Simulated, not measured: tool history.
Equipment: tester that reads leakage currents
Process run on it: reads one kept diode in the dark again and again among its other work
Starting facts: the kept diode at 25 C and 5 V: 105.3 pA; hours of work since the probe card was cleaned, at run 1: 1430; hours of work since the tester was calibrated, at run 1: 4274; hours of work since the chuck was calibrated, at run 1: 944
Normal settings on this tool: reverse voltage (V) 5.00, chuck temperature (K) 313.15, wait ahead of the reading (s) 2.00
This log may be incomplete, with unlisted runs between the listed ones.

run,hour,reverse voltage (V),chuck temperature (K),wait ahead of the reading (s),hours of work since the probe card was cleaned,hours of work since the tester was calibrated,hours of work since the chuck was calibrated,current that the tester gives (pA)
1,0.0,5.00,313.15,2.00,1430,4274,944,450.91
# hour 51.3: chuck's temperature calibrated
2,157.5,9.21,313.15,2.00,1542,4385,76,593.90
3,376.6,5.00,313.15,2.00,1698,4542,233,424.08
4,659.3,5.00,313.15,2.00,1901,4744,435,430.30
5,817.5,15.42,313.15,2.00,2014,4858,549,819.04
6,1032.0,15.42,313.15,2.00,2168,5011,702,833.65
# hour 1070.0: tester calibrated
7,1153.3,15.42,313.15,2.00,2253,60,788,817.22
# hour 1426.9: chuck's temperature calibrated
8,1426.9,15.42,313.15,2.00,2448,254,0,794.67
9,1668.6,15.42,313.15,2.00,2621,427,173,802.02
10,1830.1,15.42,313.15,2.00,2737,543,289,812.85
11,2013.8,15.42,313.15,2.00,2868,674,420,815.58
12,2295.4,15.42,313.15,2.00,3070,876,622,829.51
13,2525.0,15.42,313.15,2.00,3234,1041,786,832.87
14,2657.3,5.00,313.15,4.90,3329,1135,881,441.59
# hour 2795.4: chuck's temperature calibrated
15,2917.7,4.91,313.15,2.00,3514,1320,88,423.43
16,3152.1,4.91,313.15,2.00,3682,1488,255,429.21
17,3340.9,5.00,313.15,2.00,3817,1624,391,435.90
# hour 3432.8: probe card cleaned and baked
18,3538.4,5.00,313.15,2.00,76,1763,530,426.83
19,3693.3,5.00,313.15,2.00,187,1874,641,429.94
20,3834.5,5.00,313.15,4.09,288,1975,742,434.14
21,4068.7,11.35,313.15,7.65,455,2143,910,693.99
# hour 4163.7: chuck's temperature calibrated
22,4229.4,9.57,294.15,4.78,569,2256,47,110.27
23,4465.9,5.00,301.15,2.00,738,2426,216,149.07
24,4715.4,19.60,313.15,8.39,917,2604,395,936.40
25,4837.9,5.61,303.15,1.66,1005,2692,483,193.46
26,5098.8,5.61,303.15,1.66,1192,2879,670,197.17
27,5359.3,5.61,303.15,1.66,1378,3065,856,201.70
# hour 5533.2: chuck's temperature calibrated
28,5589.7,5.61,303.15,1.66,1542,3229,40,188.70
29,5802.3,5.00,295.15,2.00,1694,3381,193,88.34
30,6022.2,5.00,294.15,2.28,1852,3539,350,81.65
31,6254.7,2.27,301.15,1.57,2018,3705,517,97.33
32,6531.7,2.27,301.15,1.57,2216,3904,715,98.58
33,6672.8,5.00,298.15,4.26,2318,4005,816,121.37
34,6824.4,5.00,298.15,0.37,2426,4113,925,126.77
# hour 6916.2: chuck's temperature calibrated
35,7033.9,5.00,313.15,4.79,2575,4262,84,427.85
36,7259.1,5.00,307.15,4.79,2736,4423,246,258.70
37,7506.2,5.00,307.15,4.79,2913,4600,422,262.50
38,7793.3,1.53,329.15,4.79,3119,4806,628,822.57

Alternative continuations, all from the tool just after run 38; predict every row:
A,8037.7,7.76,305.15,4.27,3294,4981,803,?
B,8037.7,1.03,326.15,1.30,3294,4981,803,?
C,8037.7,1.53,329.15,0.62,3294,4981,803,?
D,8037.7,9.30,323.15,0.51,3294,4981,803,?
E,8037.7,5.00,313.15,5.97,3294,4981,803,?

run,current that the tester gives (pA)
A,295.07
B,524.38
C,830.12
D,1443.12
E,448.27
Stripped of hidden state, with their random variation kept, the same runs would have yielded:
run,current that the tester gives (pA)
A,258.42
B,489.82
C,776.13
D,1332.97
E,408.34
